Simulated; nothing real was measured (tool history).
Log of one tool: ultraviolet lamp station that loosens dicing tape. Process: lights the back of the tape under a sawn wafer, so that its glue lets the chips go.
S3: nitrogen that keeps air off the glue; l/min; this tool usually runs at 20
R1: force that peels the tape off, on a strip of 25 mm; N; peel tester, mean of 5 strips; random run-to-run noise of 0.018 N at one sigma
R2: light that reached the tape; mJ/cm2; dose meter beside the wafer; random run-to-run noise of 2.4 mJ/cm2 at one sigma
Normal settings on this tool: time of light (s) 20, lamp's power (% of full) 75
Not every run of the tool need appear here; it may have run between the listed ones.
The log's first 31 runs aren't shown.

run 32 hour=249.8 | time_of_light_(s)=20 lamp's_power_(%_of_full)=84 S3=13 | R1=1.431 R2=252
run 33 hour=255.5 | time_of_light_(s)=10 lamp's_power_(%_of_full)=79 S3=7 | R1=4.524 R2=117
run 34 hour=265.5 | time_of_light_(s)=12 lamp's_power_(%_of_full)=65 S3=7 | R1=4.654 R2=115
run 35 hour=270.7 | time_of_light_(s)=34 lamp's_power_(%_of_full)=75 S3=20 | R1=0.395 R2=376
run 36 hour=276.4 | time_of_light_(s)=34 lamp's_power_(%_of_full)=75 S3=20 | R1=0.39 R2=375
run 37 hour=287.7 | time_of_light_(s)=12 lamp's_power_(%_of_full)=63 S3=6 | R1=4.837 R2=115
run 38 hour=293.6 | time_of_light_(s)=40 lamp's_power_(%_of_full)=60 S3=21 | R1=0.439 R2=355
run 39 hour=304.8 | time_of_light_(s)=14 lamp's_power_(%_of_full)=61 S3=9 | R1=4.106 R2=126
run 40 hour=314.7 | time_of_light_(s)=16 lamp's_power_(%_of_full)=67 S3=21 | R1=2.283 R2=158

What if the next run were any one of these 4? Each begins from the tool's condition after run 40:
run A hour=319.5 | time_of_light_(s)=16 lamp's_power_(%_of_full)=95 S3=24 | R1=? R2=?
run B hour=319.5 | time_of_light_(s)=30 lamp's_power_(%_of_full)=67 S3=21 | R1=? R2=?
run C hour=319.5 | time_of_light_(s)=10 lamp's_power_(%_of_full)=67 S3=21 | R1=? R2=?
run D hour=319.5 | time_of_light_(s)=20 lamp's_power_(%_of_full)=75 S3=10 | R1=? R2=?

run=A R1=1.176 R2=224
run=B R1=0.725 R2=291
run=C R1=3.73 R2=97
run=D R1=2.088 R2=219
With no hidden state in the tool, these same runs would have given:
run=A R1=0.71 R2=282
run=B R1=0.397 R2=369
run=C R1=2.983 R2=123
run=D R1=1.448 R2=277
